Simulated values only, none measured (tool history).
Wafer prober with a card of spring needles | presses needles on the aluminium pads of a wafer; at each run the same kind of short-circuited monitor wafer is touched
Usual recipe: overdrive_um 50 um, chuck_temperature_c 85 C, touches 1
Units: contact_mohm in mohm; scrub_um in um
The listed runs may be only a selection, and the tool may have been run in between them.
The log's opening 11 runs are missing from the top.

run   hour  overdrive_um  chuck_temperature_c  touches  contact_mohm  scrub_um
     280.9  -- tips cleaned on abrasive film
     293.3  -- tips cleaned on abrasive film
     304.7  -- tips cleaned on abrasive film
 12  312.4            56                   85        1           270      7.05
     316.4  -- tips cleaned on abrasive film
     327.4  -- tips cleaned on abrasive film
     337.4  -- tips cleaned on abrasive film
 13  339.5            56                   85        1           262      6.98
     348.9  -- tips cleaned on abrasive film
     359.5  -- tips cleaned on abrasive film
 14  359.5            50                   85        1           258      6.22
     371.3  -- tips cleaned on abrasive film
     382.8  -- tips cleaned on abrasive film
 15  387.8            50                   85        1           275      6.14
     392.9  -- tips cleaned on abrasive film
     405.4  -- tips cleaned on abrasive film
       417  -- tips cleaned on abrasive film
     427.5  -- tips cleaned on abrasive film
 16  427.5            50                   85        1           254      6.11
     438.6  -- tips cleaned on abrasive film
     450.5  -- tips cleaned on abrasive film
 17  456.5            36                   85        1           295      4.32
     461.1  -- tips cleaned on abrasive film
     471.1  -- tips cleaned on abrasive film
 18  473.7            36                   85        1           285      4.27
     482.5  -- tips cleaned on abrasive film
     494.5  -- tips cleaned on abrasive film
     506.2  -- tips cleaned on abrasive film
 19    509            36                   85        1           284      4.24
     517.8  -- tips cleaned on abrasive film
     528.9  -- tips cleaned on abrasive film
     529.2  -- height of the first contact set anew
 20  530.7            50                  123        2           268      6.36
     540.2  -- tips cleaned on abrasive film
     551.8  -- tips cleaned on abrasive film
 21  560.5            50                   79        2           263      6.36
     563.1  -- tips cleaned on abrasive film
     575.3  -- tips cleaned on abrasive film
     587.7  -- tips cleaned on abrasive film
 22  593.5            61                   29        3           239      7.71
     597.9  -- tips cleaned on abrasive film
     609.6  -- tips cleaned on abrasive film
 23  616.9            34                  113        2           296      4.27
     621.3  -- tips cleaned on abrasive film
     632.9  -- tips cleaned on abrasive film
 24  638.4            50                   85        2           263      6.24
     643.4  -- tips cleaned on abrasive film
       655  -- tips cleaned on abrasive film
 25  658.1            66                   34        2           242      8.23
     665.6  -- tips cleaned on abrasive film
     675.7  -- tips cleaned on abrasive film
     687.2  -- tips cleaned on abrasive film
 26  695.6            66                   34        2           247      8.23
     697.4  -- tips cleaned on abrasive film
     707.5  -- tips cleaned on abrasive film
 27  715.6            44                  107        1           295      5.37
     717.9  -- tips cleaned on abrasive film
     728.5  -- tips cleaned on abrasive film
     738.6  -- tips cleaned on abrasive film
 28  744.3            43                   57        1           279      5.24
       749  -- tips cleaned on abrasive film
     760.1  -- tips cleaned on abrasive film
     770.8  -- tips cleaned on abrasive film
 29    779            37                   85        2           291      4.42
     781.4  -- tips cleaned on abrasive film
     792.2  -- tips cleaned on abrasive film
       803  -- tips cleaned on abrasive film
 30    803            50                   28        1           243      6.09

Branching from run 30: 3 alternative next runs. What would each branch give?
       814  -- tips cleaned on abrasive film
     825.1  -- tips cleaned on abrasive film
     835.1  -- tips cleaned on abrasive film
  A  835.3            50                   48        1             ?         ?
       814  -- tips cleaned on abrasive film
     825.1  -- tips cleaned on abrasive film
     835.1  -- tips cleaned on abrasive film
  B  835.3            50                   29        3             ?         ?
       814  -- tips cleaned on abrasive film
     825.1  -- tips cleaned on abrasive film
     835.1  -- tips cleaned on abrasive film
  C  835.3            35                   71        1             ?         ?

run  contact_mohm  scrub_um
  A           248         6
  B           242      5.99
  C           260      4.08
Without the tool's hidden state the same runs would have given:
run  contact_mohm  scrub_um
  A           242      6.35
  B           237      6.35
  C           249      4.44
